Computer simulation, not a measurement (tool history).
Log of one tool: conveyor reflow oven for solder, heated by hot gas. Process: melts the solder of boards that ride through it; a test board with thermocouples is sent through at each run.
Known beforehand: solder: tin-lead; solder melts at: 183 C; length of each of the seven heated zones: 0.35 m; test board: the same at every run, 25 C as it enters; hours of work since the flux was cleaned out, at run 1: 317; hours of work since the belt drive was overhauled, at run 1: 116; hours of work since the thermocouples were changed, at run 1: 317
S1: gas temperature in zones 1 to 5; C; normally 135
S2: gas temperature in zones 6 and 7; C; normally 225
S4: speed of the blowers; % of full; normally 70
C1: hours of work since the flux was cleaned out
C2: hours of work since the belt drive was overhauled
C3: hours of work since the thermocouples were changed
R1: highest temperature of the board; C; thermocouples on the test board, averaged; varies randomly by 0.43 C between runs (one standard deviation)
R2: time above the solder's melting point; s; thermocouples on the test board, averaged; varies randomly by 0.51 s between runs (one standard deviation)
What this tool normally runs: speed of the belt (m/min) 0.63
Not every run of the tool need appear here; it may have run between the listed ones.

run 1 day=0 | S1=135 S2=225 speed_of_the_belt_(m/min)=0.63 S4=70 | C1=317 C2=116 C3=317 | R1=203.2 R2=34.9
run 2 day=1.217 | S1=135 S2=225 speed_of_the_belt_(m/min)=0.63 S4=70 | C1=331 C2=130 C3=331 | R1=203 R2=35
run 3 day=2.438 | S1=135 S2=225 speed_of_the_belt_(m/min)=0.63 S4=70 | C1=345 C2=143 C3=345 | R1=201.7 R2=35.1
run 4 day=3.683 | S1=135 S2=225 speed_of_the_belt_(m/min)=0.63 S4=70 | C1=360 C2=158 C3=360 | R1=202.4 R2=35.1
run 5 day=4.612 | S1=135 S2=225 speed_of_the_belt_(m/min)=0.63 S4=85 | C1=370 C2=168 C3=370 | R1=205.3 R2=38
run 6 day=5.321 | S1=135 S2=225 speed_of_the_belt_(m/min)=0.63 S4=85 | C1=378 C2=176 C3=378 | R1=205.8 R2=38.8
run 7 day=6.421 | S1=135 S2=225 speed_of_the_belt_(m/min)=0.63 S4=85 | C1=391 C2=189 C3=391 | R1=205.4 R2=38.7
run 8 day=7.371 | S1=135 S2=225 speed_of_the_belt_(m/min)=0.63 S4=85 | C1=402 C2=200 C3=402 | R1=204.8 R2=37.6
run 9 day=8.283 | S1=135 S2=225 speed_of_the_belt_(m/min)=0.63 S4=70 | C1=412 C2=210 C3=412 | R1=202.7 R2=34.3
run 10 day=9.104 | S1=135 S2=225 speed_of_the_belt_(m/min)=0.63 S4=82 | C1=421 C2=220 C3=421 | R1=204 R2=37.9
run 11 day=9.75 | S1=140 S2=225 speed_of_the_belt_(m/min)=0.63 S4=70 | C1=429 C2=227 C3=429 | R1=203.6 R2=36.6
-- day=10.058 flux residue cleaned out of gas plates and filters
run 12 day=11.046 | S1=140 S2=225 speed_of_the_belt_(m/min)=0.63 S4=70 | C1=11 C2=239 C3=441 | R1=200.1 R2=33.2
run 13 day=11.65 | S1=140 S2=225 speed_of_the_belt_(m/min)=0.63 S4=70 | C1=18 C2=246 C3=448 | R1=200.4 R2=32.7
run 14 day=12.654 | S1=129 S2=225 speed_of_the_belt_(m/min)=0.63 S4=70 | C1=30 C2=258 C3=460 | R1=197.6 R2=25.2
run 15 day=13.667 | S1=129 S2=225 speed_of_the_belt_(m/min)=0.63 S4=70 | C1=41 C2=269 C3=471 | R1=196.9 R2=25.5
run 16 day=14.558 | S1=129 S2=225 speed_of_the_belt_(m/min)=0.63 S4=70 | C1=51 C2=280 C3=481 | R1=197.1 R2=25.5
run 17 day=15.183 | S1=141 S2=213 speed_of_the_belt_(m/min)=0.714 S4=56 | C1=59 C2=287 C3=488 | R1=183.5 R2=2.1
run 18 day=15.762 | S1=141 S2=213 speed_of_the_belt_(m/min)=0.714 S4=56 | C1=65 C2=293 C3=495 | R1=183.6 R2=1.8
run 19 day=16.908 | S1=141 S2=213 speed_of_the_belt_(m/min)=0.633 S4=54 | C1=78 C2=306 C3=508 | R1=188.2 R2=11.9
-- day=17.233 flux residue cleaned out of gas plates and filters, once more
run 20 day=18.05 | S1=141 S2=213 speed_of_the_belt_(m/min)=0.633 S4=54 | C1=9 C2=317 C3=519 | R1=194.5 R2=27
run 21 day=18.925 | S1=145 S2=213 speed_of_the_belt_(m/min)=0.684 S4=54 | C1=19 C2=327 C3=529 | R1=193.7 R2=22.1
run 22 day=19.546 | S1=145 S2=213 speed_of_the_belt_(m/min)=0.684 S4=54 | C1=26 C2=334 C3=536 | R1=193.5 R2=22.6
run 23 day=20.838 | S1=144 S2=224 speed_of_the_belt_(m/min)=0.621 S4=69 | C1=41 C2=349 C3=551 | R1=207.7 R2=46
run 24 day=21.588 | S1=145 S2=222 speed_of_the_belt_(m/min)=0.634 S4=85 | C1=50 C2=357 C3=559 | R1=209 R2=46.1
run 25 day=22.262 | S1=145 S2=222 speed_of_the_belt_(m/min)=0.634 S4=85 | C1=57 C2=365 C3=567 | R1=208.5 R2=45.6
run 26 day=23.496 | S1=145 S2=222 speed_of_the_belt_(m/min)=0.634 S4=85 | C1=72 C2=379 C3=581 | R1=208.9 R2=45.3
run 27 day=24.396 | S1=144 S2=222 speed_of_the_belt_(m/min)=0.634 S4=88 | C1=82 C2=389 C3=591 | R1=209.5 R2=45.8
run 28 day=25.271 | S1=144 S2=222 speed_of_the_belt_(m/min)=0.634 S4=88 | C1=92 C2=399 C3=601 | R1=208.3 R2=46.5
run 29 day=25.842 | S1=121 S2=218 speed_of_the_belt_(m/min)=0.709 S4=57 | C1=98 C2=406 C3=608 | R1=188.4 R2=11.3
run 30 day=26.379 | S1=135 S2=235 speed_of_the_belt_(m/min)=0.63 S4=70 | C1=104 C2=412 C3=614 | R1=215.5 R2=46.3
run 31 day=27.625 | S1=134 S2=235 speed_of_the_belt_(m/min)=0.569 S4=83 | C1=119 C2=426 C3=628 | R1=220.3 R2=56.9

What differs in the tool's unlogged condition from the final listed run ahead of each entry between runs to the first listed run following it?
From run 11 to run 12: flux residue cleaned out of gas plates and filters (day 10.058)
  heat that the gas passes to the board, % of a clean oven's: 83.4 -> 75.9; belt's true speed, % of the reading: 99.44 -> 99.42; true gas temperature in zones 6 and 7 over the reading, C: 1.23 -> 1.28
  measured result minus the result with no hidden state, R1: -3.8 -> -6.6 C; R2: -4.9 -> -8.9 s
From run 19 to run 20: flux residue cleaned out of gas plates and filters, once more (day 17.233)
  heat that the gas passes to the board, % of a clean oven's: 73.8 -> 98.4; belt's true speed, % of the reading: 99.28 -> 99.26; true gas temperature in zones 6 and 7 over the reading, C: 1.51 -> 1.55
  measured result minus the result with no hidden state, R1: -6 -> +1.1 C; R2: -12.8 -> +1.8 s
